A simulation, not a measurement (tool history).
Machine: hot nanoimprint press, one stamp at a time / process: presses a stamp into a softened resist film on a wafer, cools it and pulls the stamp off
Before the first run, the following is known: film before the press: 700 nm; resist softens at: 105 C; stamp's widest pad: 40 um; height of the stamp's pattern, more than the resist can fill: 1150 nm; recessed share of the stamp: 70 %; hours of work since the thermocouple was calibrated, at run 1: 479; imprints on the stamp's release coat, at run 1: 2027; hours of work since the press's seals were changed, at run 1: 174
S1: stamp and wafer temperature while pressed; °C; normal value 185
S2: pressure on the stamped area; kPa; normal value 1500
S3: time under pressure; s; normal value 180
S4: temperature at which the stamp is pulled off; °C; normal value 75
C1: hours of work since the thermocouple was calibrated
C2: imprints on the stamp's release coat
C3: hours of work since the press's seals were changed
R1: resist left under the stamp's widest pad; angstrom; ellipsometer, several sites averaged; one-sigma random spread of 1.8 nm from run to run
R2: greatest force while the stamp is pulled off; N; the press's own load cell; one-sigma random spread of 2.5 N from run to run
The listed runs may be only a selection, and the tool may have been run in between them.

{"run": 1, "hour": 0.0, "S1": 185, "S2": 1500, "S3": 180, "S4": 75, "C1": 479, "C2": 2027, "C3": 174, "R1": 3131, "R2": 171}
{"run": 2, "hour": 14.2, "S1": 185, "S2": 1500, "S3": 180, "S4": 75, "C1": 488, "C2": 2085, "C3": 183, "R1": 3118, "R2": 172}
{"run": 3, "hour": 32.0, "S1": 195, "S2": 1500, "S3": 180, "S4": 75, "C1": 499, "C2": 2158, "C3": 195, "R1": 2030, "R2": 170}
{"run": 4, "hour": 45.8, "S1": 195, "S2": 1500, "S3": 180, "S4": 66, "C1": 508, "C2": 2214, "C3": 204, "R1": 2028, "R2": 190}
{"hour": 67.2, "done": "stamp cleaned and given a new release coat"}
{"run": 5, "hour": 69.8, "S1": 195, "S2": 1500, "S3": 180, "S4": 66, "C1": 520, "C2": 11, "C3": 215, "R1": 2036, "R2": 129}
{"run": 6, "hour": 93.1, "S1": 185, "S2": 1410, "S3": 180, "S4": 75, "C1": 535, "C2": 106, "C3": 230, "R1": 3253, "R2": 118}
{"run": 7, "hour": 109.9, "S1": 185, "S2": 1410, "S3": 180, "S4": 75, "C1": 546, "C2": 174, "C3": 241, "R1": 3265, "R2": 122}
{"hour": 129.2, "done": "plate thermocouple calibrated"}
{"run": 8, "hour": 133.4, "S1": 185, "S2": 1410, "S3": 180, "S4": 75, "C1": 3, "C2": 257, "C3": 254, "R1": 3353, "R2": 128}
{"run": 9, "hour": 145.0, "S1": 185, "S2": 1410, "S3": 180, "S4": 75, "C1": 10, "C2": 304, "C3": 262, "R1": 3318, "R2": 122}
{"run": 10, "hour": 158.4, "S1": 185, "S2": 1410, "S3": 180, "S4": 75, "C1": 19, "C2": 359, "C3": 271, "R1": 3335, "R2": 122}
{"run": 11, "hour": 174.2, "S1": 176, "S2": 1500, "S3": 180, "S4": 75, "C1": 29, "C2": 423, "C3": 281, "R1": 4710, "R2": 126}
{"run": 12, "hour": 196.7, "S1": 176, "S2": 1500, "S3": 180, "S4": 75, "C1": 44, "C2": 515, "C3": 296, "R1": 4694, "R2": 132}

Run 13, settings as shown, results not yet in. Your forecast:
{"run": 13, "hour": 219.8, "S1": 185, "S2": 1640, "S3": 180, "S4": 78, "C1": 59, "C2": 609, "C3": 311, "R1": "?", "R2": "?"}

{"run 13": {"R1": 3142, "R2": 126}}
The same run, on a tool lacking any hidden state, would have yielded R1 2792 angstrom, R2 109 N.
